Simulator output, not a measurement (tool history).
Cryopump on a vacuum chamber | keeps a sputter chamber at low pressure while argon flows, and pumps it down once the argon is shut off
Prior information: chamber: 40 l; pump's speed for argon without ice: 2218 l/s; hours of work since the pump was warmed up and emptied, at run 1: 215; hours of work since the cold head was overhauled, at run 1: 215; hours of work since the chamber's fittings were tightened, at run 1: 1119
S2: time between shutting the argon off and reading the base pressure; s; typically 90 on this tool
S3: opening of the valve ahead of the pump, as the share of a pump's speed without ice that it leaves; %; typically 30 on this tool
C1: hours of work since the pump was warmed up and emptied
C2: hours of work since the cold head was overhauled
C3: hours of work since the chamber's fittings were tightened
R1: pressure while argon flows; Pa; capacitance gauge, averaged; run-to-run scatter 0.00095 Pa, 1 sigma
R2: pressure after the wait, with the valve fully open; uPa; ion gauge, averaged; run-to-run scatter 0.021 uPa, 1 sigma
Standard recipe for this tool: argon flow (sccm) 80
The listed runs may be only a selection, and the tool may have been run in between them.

Run 1, hour 0: usual settings; C1 215; C2 215; C3 1119. Result: R1 0.2067 Pa, R2 0.66 uPa.
Run 2, hour 13.3: usual settings; C1 220; C2 220; C3 1124. Result: R1 0.2052 Pa, R2 0.66 uPa.
Run 3, hour 35.1: usual settings; C1 229; C2 229; C3 1133. Result: R1 0.2054 Pa, R2 0.66 uPa.
Run 4, hour 54.9: usual settings; C1 237; C2 237; C3 1141. Result: R1 0.2061 Pa, R2 0.7 uPa.
Run 5, hour 80.7: usual settings; C1 248; C2 248; C3 1151. Result: R1 0.2071 Pa, R2 0.7 uPa.
Run 6, hour 100.7: usual settings; C1 256; C2 256; C3 1159. Result: R1 0.2059 Pa, R2 0.69 uPa.
Run 7, hour 123.7: usual settings; C1 265; C2 265; C3 1169. Result: R1 0.2064 Pa, R2 0.7 uPa.
Run 8, hour 145.7: usual settings but argon flow (sccm) 128; C1 274; C2 274; C3 1177. Result: R1 0.3314 Pa, R2 0.67 uPa.
Run 9, hour 166.3: usual settings but argon flow (sccm) 128; C1 282; C2 282; C3 1186. Result: R1 0.3306 Pa, R2 0.69 uPa.
Run 10, hour 179.5: usual settings but argon flow (sccm) 128; C1 288; C2 288; C3 1191. Result: R1 0.3321 Pa, R2 0.67 uPa.
Run 11, hour 205.6: usual settings but argon flow (sccm) 128; C1 298; C2 298; C3 1202. Result: R1 0.3323 Pa, R2 0.71 uPa.
Run 12, hour 219.8: usual settings but argon flow (sccm) 128; C1 304; C2 304; C3 1207. Result: R1 0.3337 Pa, R2 0.73 uPa.
Run 13, hour 242.5: usual settings but argon flow (sccm) 129; C1 313; C2 313; C3 1216. Result: R1 0.3351 Pa, R2 0.71 uPa.
Run 14, hour 267.6: usual settings but argon flow (sccm) 129; C1 323; C2 323; C3 1227. Result: R1 0.3349 Pa, R2 0.71 uPa.
Run 15, hour 285.8: usual settings but argon flow (sccm) 114; C1 330; C2 330; C3 1234. Result: R1 0.2967 Pa, R2 0.75 uPa.
Run 16, hour 312.7: usual settings but argon flow (sccm) 114, S3 39 %; C1 341; C2 341; C3 1245. Result: R1 0.2306 Pa, R2 0.72 uPa.
Run 17, hour 326.2: usual settings but S3 57 %; C1 347; C2 347; C3 1250. Result: R1 0.1104 Pa, R2 0.74 uPa.
Run 18, hour 339.3: usual settings but argon flow (sccm) 96, S2 40 s, S3 44 %; C1 352; C2 352; C3 1256. Result: R1 0.1728 Pa, R2 0.91 uPa.
Run 19, hour 353.2: usual settings but argon flow (sccm) 96, S2 40 s, S3 44 %; C1 358; C2 358; C3 1261. Result: R1 0.1723 Pa, R2 0.94 uPa.
Run 20, hour 366.7: usual settings but argon flow (sccm) 96, S2 40 s, S3 44 %; C1 363; C2 363; C3 1267. Result: R1 0.1733 Pa, R2 0.98 uPa.
Run 21, hour 379.8: usual settings but argon flow (sccm) 96, S2 40 s, S3 44 %; C1 368; C2 368; C3 1272. Result: R1 0.1725 Pa, R2 0.99 uPa.
Run 22, hour 391.9: usual settings but argon flow (sccm) 96, S2 40 s, S3 44 %; C1 373; C2 373; C3 1277. Result: R1 0.1718 Pa, R2 0.98 uPa.
Run 23, hour 407.5: usual settings but argon flow (sccm) 96, S2 40 s, S3 44 %; C1 379; C2 379; C3 1283. Result: R1 0.1723 Pa, R2 0.96 uPa.
Run 24, hour 431.7: usual settings but argon flow (sccm) 130, S3 58 %; C1 389; C2 389; C3 1293. Result: R1 0.1804 Pa, R2 0.73 uPa.
Run 25, hour 452.4: usual settings but argon flow (sccm) 54, S2 44 s, S3 27 %; C1 398; C2 398; C3 1301. Result: R1 0.1564 Pa, R2 0.95 uPa.
Run 26, hour 476.2: usual settings but argon flow (sccm) 91, S2 44 s, S3 27 %; C1 407; C2 407; C3 1311. Result: R1 0.2631 Pa, R2 0.96 uPa.
Run 27, hour 487.6: usual settings but argon flow (sccm) 91, S2 44 s, S3 27 %; C1 412; C2 412; C3 1315. Result: R1 0.2632 Pa, R2 0.94 uPa.
Run 28, hour 507.5: usual settings but argon flow (sccm) 39, S2 38 s; C1 420; C2 420; C3 1323. Result: R1 0.1024 Pa, R2 0.99 uPa.
Run 29, hour 532.8: usual settings but argon flow (sccm) 78, S2 65 s, S3 32 %; C1 430; C2 430; C3 1334. Result: R1 0.1891 Pa, R2 0.84 uPa.
Run 30, hour 544.4: usual settings but S2 263 s, S3 25 %; C1 435; C2 435; C3 1338. Result: R1 0.2538 Pa, R2 0.65 uPa.
Run 31, hour 556.5: usual settings but argon flow (sccm) 130, S2 263 s, S3 25 %; C1 440; C2 440; C3 1343. Result: R1 0.4072 Pa, R2 0.62 uPa.
Run 32, hour 572.2: usual settings but argon flow (sccm) 71, S2 200 s, S3 29 %; C1 446; C2 446; C3 1349. Result: R1 0.1934 Pa, R2 0.64 uPa.
Run 33, hour 587.5: usual settings but argon flow (sccm) 99, S3 51 %; C1 452; C2 452; C3 1356. Result: R1 0.1573 Pa, R2 0.79 uPa.
Run 34, hour 607.3: usual settings but argon flow (sccm) 81, S2 177 s, S3 55 %; C1 460; C2 460; C3 1364. Result: R1 0.1184 Pa, R2 0.69 uPa.

What if the next run were any one of these 3? Each begins from the tool's condition after run 34:
Run A, hour 633.7: usual settings but argon flow (sccm) 81, S2 71 s, S3 40 %; C1 471; C2 471; C3 1374. Result: R1 ?, R2 ?.
Run B, hour 633.7: usual settings but argon flow (sccm) 128, S2 70 s, S3 34 %; C1 471; C2 471; C3 1374. Result: R1 ?, R2 ?.
Run C, hour 633.7: usual settings but argon flow (sccm) 127, S2 177 s, S3 55 %; C1 471; C2 471; C3 1374. Result: R1 ?, R2 ?.

run      R1    R2
  A  0.1614   0.8
  B  0.2981  0.87
  C  0.1891  0.67
What these runs would have given with no unlogged condition in the tool:
run      R1    R2
  A  0.1543  0.36
  B  0.2869   0.4
  C  0.1779  0.21

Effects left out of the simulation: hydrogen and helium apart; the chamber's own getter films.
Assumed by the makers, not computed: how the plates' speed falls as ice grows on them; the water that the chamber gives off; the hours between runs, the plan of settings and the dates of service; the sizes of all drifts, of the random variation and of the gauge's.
